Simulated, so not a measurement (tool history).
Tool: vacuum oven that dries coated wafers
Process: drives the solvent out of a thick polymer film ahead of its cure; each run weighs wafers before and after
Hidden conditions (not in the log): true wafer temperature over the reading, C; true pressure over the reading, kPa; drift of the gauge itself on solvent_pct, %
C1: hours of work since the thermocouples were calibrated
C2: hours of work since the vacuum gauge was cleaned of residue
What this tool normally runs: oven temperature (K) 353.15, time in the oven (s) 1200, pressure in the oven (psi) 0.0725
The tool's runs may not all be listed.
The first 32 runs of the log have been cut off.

run 33 hour=2391.2 | oven_temperature_(K)=340.15 time_in_the_oven_(s)=1620 pressure_in_the_oven_(psi)=0.0809 | C1=426 C2=1773 | solvent_left_in_the_film_(%)=4.01
run 34 hour=2462.4 | oven_temperature_(K)=351.15 time_in_the_oven_(s)=1140 pressure_in_the_oven_(psi)=0.0471 | C1=472 C2=1820 | solvent_left_in_the_film_(%)=2.67
run 35 hour=2532.7 | oven_temperature_(K)=356.15 time_in_the_oven_(s)=840 pressure_in_the_oven_(psi)=0.0725 | C1=518 C2=1866 | solvent_left_in_the_film_(%)=3.08
run 36 hour=2580.3 | oven_temperature_(K)=356.15 time_in_the_oven_(s)=840 pressure_in_the_oven_(psi)=0.0725 | C1=549 C2=1897 | solvent_left_in_the_film_(%)=2.92
run 37 hour=2642.5 | oven_temperature_(K)=349.15 time_in_the_oven_(s)=840 pressure_in_the_oven_(psi)=0.0725 | C1=590 C2=1937 | solvent_left_in_the_film_(%)=4.52
run 38 hour=2690.8 | oven_temperature_(K)=355.15 time_in_the_oven_(s)=1200 pressure_in_the_oven_(psi)=0.2689 | C1=621 C2=1969 | solvent_left_in_the_film_(%)=2.65
run 39 hour=2807.1 | oven_temperature_(K)=365.15 time_in_the_oven_(s)=1200 pressure_in_the_oven_(psi)=0.2606 | C1=697 C2=2044 | solvent_left_in_the_film_(%)=1.41
run 40 hour=2858.8 | oven_temperature_(K)=353.15 time_in_the_oven_(s)=1860 pressure_in_the_oven_(psi)=0.0725 | C1=731 C2=2078 | solvent_left_in_the_film_(%)=1.27
run 41 hour=2943.1 | oven_temperature_(K)=349.15 time_in_the_oven_(s)=900 pressure_in_the_oven_(psi)=0.0586 | C1=786 C2=2133 | solvent_left_in_the_film_(%)=4.16
run 42 hour=2993.3 | oven_temperature_(K)=347.15 time_in_the_oven_(s)=720 pressure_in_the_oven_(psi)=0.1041 | C1=819 C2=2166 | solvent_left_in_the_film_(%)=5.89
run 43 hour=3105.3 | oven_temperature_(K)=353.15 time_in_the_oven_(s)=1200 pressure_in_the_oven_(psi)=0.0653 | C1=892 C2=2239 | solvent_left_in_the_film_(%)=2.14
run 44 hour=3182.7 | oven_temperature_(K)=353.15 time_in_the_oven_(s)=1200 pressure_in_the_oven_(psi)=0.0653 | C1=942 C2=2289 | solvent_left_in_the_film_(%)=2.17
run 45 hour=3233.6 | oven_temperature_(K)=351.15 time_in_the_oven_(s)=780 pressure_in_the_oven_(psi)=0.1806 | C1=975 C2=2323 | solvent_left_in_the_film_(%)=4.69
run 46 hour=3307.7 | oven_temperature_(K)=356.15 time_in_the_oven_(s)=780 pressure_in_the_oven_(psi)=0.2630 | C1=1024 C2=2371 | solvent_left_in_the_film_(%)=3.82
run 47 hour=3358.1 | oven_temperature_(K)=356.15 time_in_the_oven_(s)=780 pressure_in_the_oven_(psi)=0.2630 | C1=1056 C2=2404 | solvent_left_in_the_film_(%)=3.75
run 48 hour=3420.7 | oven_temperature_(K)=353.15 time_in_the_oven_(s)=660 pressure_in_the_oven_(psi)=0.2489 | C1=1097 C2=2444 | solvent_left_in_the_film_(%)=5.24

Branching from run 48: 3 alternative next runs. What would each branch give?
run A hour=3518.4 | oven_temperature_(K)=353.15 time_in_the_oven_(s)=660 pressure_in_the_oven_(psi)=0.0422 | C1=1161 C2=2508 | solvent_left_in_the_film_(%)=?
run B hour=3518.4 | oven_temperature_(K)=338.15 time_in_the_oven_(s)=2100 pressure_in_the_oven_(psi)=0.1845 | C1=1161 C2=2508 | solvent_left_in_the_film_(%)=?
run C hour=3518.4 | oven_temperature_(K)=353.15 time_in_the_oven_(s)=1680 pressure_in_the_oven_(psi)=0.2489 | C1=1161 C2=2508 | solvent_left_in_the_film_(%)=?

run=A solvent_left_in_the_film_(%)=4.45
run=B solvent_left_in_the_film_(%)=4.18
run=C solvent_left_in_the_film_(%)=2.14
Had the tool no hidden state, the same runs would have come out as:
run=A solvent_left_in_the_film_(%)=4.45
run=B solvent_left_in_the_film_(%)=3.49
run=C solvent_left_in_the_film_(%)=1.70

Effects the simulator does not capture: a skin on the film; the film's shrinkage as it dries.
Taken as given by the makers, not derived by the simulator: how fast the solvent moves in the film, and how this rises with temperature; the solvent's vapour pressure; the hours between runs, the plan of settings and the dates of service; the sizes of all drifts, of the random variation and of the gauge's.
